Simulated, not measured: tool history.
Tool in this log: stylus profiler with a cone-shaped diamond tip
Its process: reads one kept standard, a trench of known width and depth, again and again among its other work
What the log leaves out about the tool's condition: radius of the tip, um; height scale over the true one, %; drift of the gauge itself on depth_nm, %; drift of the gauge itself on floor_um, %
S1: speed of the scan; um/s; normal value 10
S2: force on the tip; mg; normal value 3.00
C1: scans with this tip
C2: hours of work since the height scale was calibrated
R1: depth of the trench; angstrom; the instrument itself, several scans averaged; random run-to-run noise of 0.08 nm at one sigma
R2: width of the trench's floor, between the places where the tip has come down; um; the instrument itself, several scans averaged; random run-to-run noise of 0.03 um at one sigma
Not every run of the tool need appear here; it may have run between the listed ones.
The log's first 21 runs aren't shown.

run   hour  S1    S2    C1   C2      R1     R2
 22  319.3  17  2.48  5688  480  2029.5  97.37
 23  335.3   3  8.40  5814  491  2064.4  97.47
 24  355.0   3  4.20  5970  504  2042.2  97.32
 25  364.9  20  4.11  6048  511  2041.6  97.34
 26  377.6  20  4.11  6148  519  2042.1  97.35
 27  397.2  20  4.11  6304  532  2041.1  97.34
 28  411.3  24  6.25  6415  542  2055.4  97.27
 29  425.7  37  7.35  6529  551  2061.3  97.29
 30  439.4  22  5.51  6637  560  2050.5  97.29
 31  450.7  22  5.51  6726  568  2049.0  97.31
 32  470.8  12  5.51  6886  581  2049.2  97.29
 33  487.3  12  5.51  7016  592  2049.8  97.28
 34  503.4  33  1.53  7143  603  2023.9  97.06
 35  520.5   7  2.31  7278  615  2030.2  97.25
 36  533.8  12  3.39  7384  623  2036.9  97.26
 37  552.6   3  4.88  7532  636  2047.5  97.29
 38  563.0   3  4.88  7614  643  2046.8  97.29
 39  581.0   9  1.32  7757  655  2021.5  97.22

What if the next run were any one of these 5? Each begins from the tool's condition after run 39:
  A  599.6  26  3.49  7904  667   ?   ?
  B  599.6   9  2.40  7904  667   ?   ?
  C  599.6  14  3.06  7904  667   ?   ?
  D  599.6  33  1.15  7904  667   ?   ?
  E  599.6   9  5.28  7904  667   ?   ?

run      R1     R2
  A  2040.5  97.14
  B  2031.3  97.18
  C  2037.5  97.15
  D  2020.6  97.03
  E  2049.9  97.19
With no hidden state in the tool, these same runs would have given:
run      R1     R2
  A  2035.1  98.18
  B  2026.0  98.22
  C  2032.1  98.20
  D  2015.3  98.07
  E  2044.5  98.23

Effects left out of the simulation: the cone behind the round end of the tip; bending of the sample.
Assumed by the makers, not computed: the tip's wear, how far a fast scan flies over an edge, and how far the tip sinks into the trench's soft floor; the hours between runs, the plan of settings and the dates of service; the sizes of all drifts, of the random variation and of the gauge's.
